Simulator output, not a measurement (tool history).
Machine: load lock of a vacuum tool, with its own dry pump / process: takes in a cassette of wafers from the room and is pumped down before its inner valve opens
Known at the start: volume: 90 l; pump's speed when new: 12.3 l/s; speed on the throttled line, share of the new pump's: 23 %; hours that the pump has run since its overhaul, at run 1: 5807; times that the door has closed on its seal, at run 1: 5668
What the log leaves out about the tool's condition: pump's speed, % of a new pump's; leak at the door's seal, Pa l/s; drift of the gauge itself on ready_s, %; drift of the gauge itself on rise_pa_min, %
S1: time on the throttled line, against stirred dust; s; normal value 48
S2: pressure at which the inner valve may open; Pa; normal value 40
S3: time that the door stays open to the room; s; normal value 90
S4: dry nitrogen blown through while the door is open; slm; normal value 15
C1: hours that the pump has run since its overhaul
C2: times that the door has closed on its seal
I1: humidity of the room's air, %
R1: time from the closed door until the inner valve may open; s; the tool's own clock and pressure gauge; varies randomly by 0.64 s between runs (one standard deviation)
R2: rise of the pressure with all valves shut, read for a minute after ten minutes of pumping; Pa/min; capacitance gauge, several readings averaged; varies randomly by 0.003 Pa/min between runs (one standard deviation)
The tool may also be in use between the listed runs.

run	day	S1	S2	S3	S4	C1	C2	I1	R1	R2
1	0.000	48	40	90	15	5807	5668	45.7	99.9	0.030
2	2.829	59	40	90	15	5875	5882	46.2	108.6	0.034
3	5.762	59	40	90	15	5945	6103	43.5	108.9	0.032
4	8.504	59	40	90	15	6011	6310	48.7	107.9	0.029
5	11.833	59	40	90	15	6091	6562	46.3	109.5	0.039
6	13.508	59	40	90	15	6131	6688	44.9	107.6	0.034
7	16.667	59	40	90	15	6207	6927	47.7	109.5	0.031
8	20.388	59	40	90	15	6296	7208	44.8	109.1	0.036
9	22.254	59	40	90	15	6341	7349	44.8	108.2	0.035
10	24.188	48	40	90	4	6387	7495	44.2	101.1	0.051
11	26.442	48	40	90	4	6441	7665	45.5	100.5	0.053
12	28.262	48	40	90	15	6485	7803	45.0	100.9	0.037
13	30.279	48	40	90	15	6533	7956	46.0	101.6	0.038
14	33.425	48	40	90	15	6609	8193	43.7	101.0	0.038
15	35.217	48	40	90	5	6652	8328	45.8	101.9	0.050
16	37.854	48	40	90	5	6715	8528	45.4	101.4	0.053
17	41.042	48	40	90	5	6792	8768	43.9	101.4	0.050
18	43.554	48	40	90	5	6852	8958	46.3	101.7	0.049
19	46.808	48	36	90	5	6930	9204	44.0	101.8	0.057
20	49.408	48	36	90	5	6993	9401	44.8	103.1	0.052
21	52.442	25	34	25	25	7065	9630	41.6	87.2	0.030
22	55.854	48	40	212	15	7147	9888	42.3	102.1	0.049
23	58.754	48	38	38	15	7217	10107	46.0	102.4	0.032
24	62.550	43	40	90	18	7308	10393	44.2	98.3	0.038
25	65.483	36	35	71	32	7378	10615	45.1	95.3	0.039
26	67.725	36	35	71	32	7432	10785	42.1	95.4	0.032

What will run 27 give?
27	69.950	48	39	90	9	7486	10953	42.9	?	?

Run 27 gave R1 102.2 s, R2 0.054 Pa/min.
Minus the tool's unlogged condition, the same run would have read R1 94.1 s, R2 0.026 Pa/min.
